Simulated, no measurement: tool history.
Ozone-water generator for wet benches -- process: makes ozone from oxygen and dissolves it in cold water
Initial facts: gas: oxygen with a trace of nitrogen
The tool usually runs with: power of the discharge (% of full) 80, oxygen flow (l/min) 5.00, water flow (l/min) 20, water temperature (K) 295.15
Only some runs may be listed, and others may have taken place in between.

run,hour,power of the discharge (% of full),oxygen flow (l/min),water flow (l/min),water temperature (K),dissolved ozone (ppm),ozone in the gas ahead of the water (g/m3)
1,0.0,80,5.00,20,295.15,24.7,226.1
2,38.3,80,5.00,20,295.15,24.5,224.0
3,91.3,80,5.00,19,295.15,25.2,223.5
4,137.8,80,5.00,19,295.15,25.7,226.4
5,161.8,94,5.00,20,295.15,27.9,258.2
6,208.2,94,5.00,20,295.15,27.8,259.7
7,247.4,94,5.00,20,295.15,28.1,259.7
8,287.2,94,5.00,20,295.15,27.9,260.1
9,313.4,87,5.00,20,295.15,25.8,241.3
10,341.4,87,5.00,20,297.15,25.6,241.8
11,374.6,87,5.00,20,297.15,25.5,242.1
12,426.2,87,8.38,20,297.15,24.9,188.4
13,469.2,80,5.50,20,295.15,24.4,214.5
14,498.8,80,5.50,20,295.15,24.5,212.3
15,549.8,80,5.50,20,295.15,24.4,214.1
16,581.0,80,5.00,20,295.15,24.4,224.0
17,613.8,92,6.31,24,295.15,24.0,225.3
18,655.0,48,3.82,20,295.15,15.2,162.4
19,689.0,88,5.02,28,292.15,20.4,243.8
20,731.9,42,5.00,20,293.15,14.3,127.3
21,766.5,80,5.00,16,295.15,28.7,223.1
22,800.6,86,5.00,20,290.15,27.5,237.7
23,853.4,86,4.52,20,290.15,27.4,249.6
24,894.2,42,7.11,20,293.15,14.1,106.2
25,940.0,42,7.11,20,293.15,14.4,106.1
26,963.8,80,5.00,19,295.15,24.7,221.7
27,994.3,80,2.72,13,295.15,32.2,297.8
28,1021.3,75,4.60,13,295.15,30.6,217.2
29,1063.6,75,4.60,13,295.15,30.9,217.9
30,1113.0,53,3.17,15,291.15,21.5,192.4
31,1138.9,44,8.13,13,290.15,20.4,103.9

Each row is a separate what-if for the run after 31, all from the same tool condition, not one after another. Results?
A,1177.1,80,5.00,14,301.15,?,?
B,1177.1,86,2.50,20,298.15,?,?
C,1177.1,44,3.77,13,297.15,?,?
D,1177.1,74,5.00,23,291.15,?,?

run,dissolved ozone (ppm),ozone in the gas ahead of the water (g/m3)
A,27.6,220.4
B,22.9,329.7
C,18.9,152.3
D,21.3,207.7
Without the tool's hidden state the same runs would have given:
run,dissolved ozone (ppm),ozone in the gas ahead of the water (g/m3)
A,28.6,227.0
B,23.8,340.2
C,19.3,154.7
D,22.0,213.5

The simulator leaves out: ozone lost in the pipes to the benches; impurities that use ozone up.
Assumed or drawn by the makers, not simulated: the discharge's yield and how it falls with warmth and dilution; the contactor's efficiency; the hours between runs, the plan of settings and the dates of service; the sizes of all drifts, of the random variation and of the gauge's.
